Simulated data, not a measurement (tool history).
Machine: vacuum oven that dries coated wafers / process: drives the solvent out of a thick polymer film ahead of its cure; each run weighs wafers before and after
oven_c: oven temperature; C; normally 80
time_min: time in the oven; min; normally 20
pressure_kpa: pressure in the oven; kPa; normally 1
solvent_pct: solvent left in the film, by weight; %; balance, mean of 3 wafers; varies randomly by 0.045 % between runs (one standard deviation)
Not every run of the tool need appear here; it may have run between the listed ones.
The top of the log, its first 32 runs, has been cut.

run   hour  oven_c  time_min  pressure_kpa  hours of work since the thermocouples were calibrated  hours of work since the vacuum gauge was cleaned of residue  solvent_pct
 33  495.3      92        20          3.04                                                    202                                                          601         3.22
 34  509.5      85        20             1                                                    211                                                          610         1.62
 35  520.4      85        20             1                                                    217                                                          616         1.66
 36  531.3      85        20             1                                                    224                                                          623         1.63
 37  546.6      85        20             1                                                    233                                                          632         1.63
 38    566      85        20             1                                                    245                                                          644         1.58
 39  577.1      85        20             1                                                    252                                                          651         1.71
 40  593.2      69        20          3.25                                                    262                                                          661        10.43
 41  605.2      69        20          3.25                                                    269                                                          668        10.77
 42  618.9      73        20          3.34                                                    278                                                          677         8.77
 43    635      66        23             1                                                    288                                                          686         6.39

3 options for the next run, each taken on its own from the tool as it stands now. Forecast them:
  A   645      66        18          1.59                                                    294                                                          693            ?
  B   645      80        33             1                                                    294                                                          693            ?
  C   645      66        23          1.11                                                    294                                                          693            ?

run  solvent_pct
  A         8.98
  B         1.85
  C         6.62
Without the tool's unlogged condition, the same runs would have read:
run  solvent_pct
  A         8.84
  B          1.7
  C         6.46

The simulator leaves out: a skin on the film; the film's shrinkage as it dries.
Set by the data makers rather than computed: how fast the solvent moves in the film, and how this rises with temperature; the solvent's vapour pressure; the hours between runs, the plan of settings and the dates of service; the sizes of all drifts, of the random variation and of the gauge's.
